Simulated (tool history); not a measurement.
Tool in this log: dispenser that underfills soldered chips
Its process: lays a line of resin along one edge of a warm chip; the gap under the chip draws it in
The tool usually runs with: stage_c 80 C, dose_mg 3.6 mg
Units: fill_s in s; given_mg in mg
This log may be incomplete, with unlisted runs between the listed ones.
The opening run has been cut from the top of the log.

{"hour": 5.1, "done": "new syringe of resin"}
{"run": 2, "hour": 10.9, "stage_c": 80, "dose_mg": 3.6, "fill_s": 22.8, "given_mg": 3.6}
{"hour": 19.9, "done": "new syringe of resin"}
{"run": 3, "hour": 19.9, "stage_c": 80, "dose_mg": 3.6, "fill_s": 19.3, "given_mg": 3.59}
{"run": 4, "hour": 26.6, "stage_c": 80, "dose_mg": 3.6, "fill_s": 22.8, "given_mg": 3.56}
{"run": 5, "hour": 31.4, "stage_c": 80, "dose_mg": 3.74, "fill_s": 25.9, "given_mg": 3.71}
{"hour": 35.1, "done": "new syringe of resin"}
{"run": 6, "hour": 41.5, "stage_c": 80, "dose_mg": 3.74, "fill_s": 22.6, "given_mg": 3.66}
{"run": 7, "hour": 46.7, "stage_c": 80, "dose_mg": 3.97, "fill_s": 24.1, "given_mg": 3.91}
{"hour": 50.0, "done": "new syringe of resin"}
{"run": 8, "hour": 52.6, "stage_c": 80, "dose_mg": 3.97, "fill_s": 21.1, "given_mg": 3.9}
{"run": 9, "hour": 59.1, "stage_c": 80, "dose_mg": 3.97, "fill_s": 23.4, "given_mg": 3.89}
{"hour": 65.2, "done": "new syringe of resin"}
{"run": 10, "hour": 65.2, "stage_c": 80, "dose_mg": 3.97, "fill_s": 19, "given_mg": 3.87}
{"run": 11, "hour": 71.3, "stage_c": 80, "dose_mg": 3.97, "fill_s": 22.2, "given_mg": 3.9}
{"hour": 80.2, "done": "new syringe of resin"}
{"run": 12, "hour": 81.4, "stage_c": 80, "dose_mg": 3.97, "fill_s": 19.1, "given_mg": 3.84}
{"run": 13, "hour": 86.3, "stage_c": 80, "dose_mg": 3.97, "fill_s": 21.8, "given_mg": 3.86}
{"run": 14, "hour": 92.3, "stage_c": 80, "dose_mg": 3.87, "fill_s": 25, "given_mg": 3.74}
{"hour": 95.4, "done": "new syringe of resin"}
{"run": 15, "hour": 98.3, "stage_c": 72, "dose_mg": 3.6, "fill_s": 26.3, "given_mg": 3.48}
{"run": 16, "hour": 106.6, "stage_c": 72, "dose_mg": 3.6, "fill_s": 32.4, "given_mg": 3.49}
{"hour": 110.2, "done": "new syringe of resin"}
{"run": 17, "hour": 111.9, "stage_c": 77, "dose_mg": 3.6, "fill_s": 21.8, "given_mg": 3.48}
{"run": 18, "hour": 118.5, "stage_c": 77, "dose_mg": 3.6, "fill_s": 25.2, "given_mg": 3.48}
{"run": 19, "hour": 124.3, "stage_c": 75, "dose_mg": 3.78, "fill_s": 31.7, "given_mg": 3.62}
{"hour": 125.3, "done": "new syringe of resin"}
{"run": 20, "hour": 134.3, "stage_c": 75, "dose_mg": 3.78, "fill_s": 27.8, "given_mg": 3.6}
{"hour": 140.4, "done": "new syringe of resin"}
{"run": 21, "hour": 144.5, "stage_c": 75, "dose_mg": 3.78, "fill_s": 24.7, "given_mg": 3.63}
{"run": 22, "hour": 152.7, "stage_c": 76, "dose_mg": 3.48, "fill_s": 29.6, "given_mg": 3.31}
{"hour": 155.2, "done": "new syringe of resin"}
{"run": 23, "hour": 157.4, "stage_c": 76, "dose_mg": 3.98, "fill_s": 22.5, "given_mg": 3.8}
{"run": 24, "hour": 167.7, "stage_c": 86, "dose_mg": 3.73, "fill_s": 21.4, "given_mg": 3.52}
{"hour": 170.3, "done": "new syringe of resin"}
{"run": 25, "hour": 173.8, "stage_c": 86, "dose_mg": 3.73, "fill_s": 16.2, "given_mg": 3.55}
{"hour": 179.7, "done": "dispensing valve cleaned and set on the balance"}
{"run": 26, "hour": 184.1, "stage_c": 86, "dose_mg": 3.73, "fill_s": 20.5, "given_mg": 3.69}

The next listed run, before its measurement:
{"hour": 186.9, "done": "new syringe of resin"}
{"run": 27, "hour": 194.7, "stage_c": 75, "dose_mg": 4.42, "fill_s": "?", "given_mg": "?"}

fill_s: 27 s
given_mg: 4.4 mg
Take away the tool's hidden state, keep the run-to-run variation as it was, and the same run would have given fill_s 23 s, given_mg 4.43 mg.
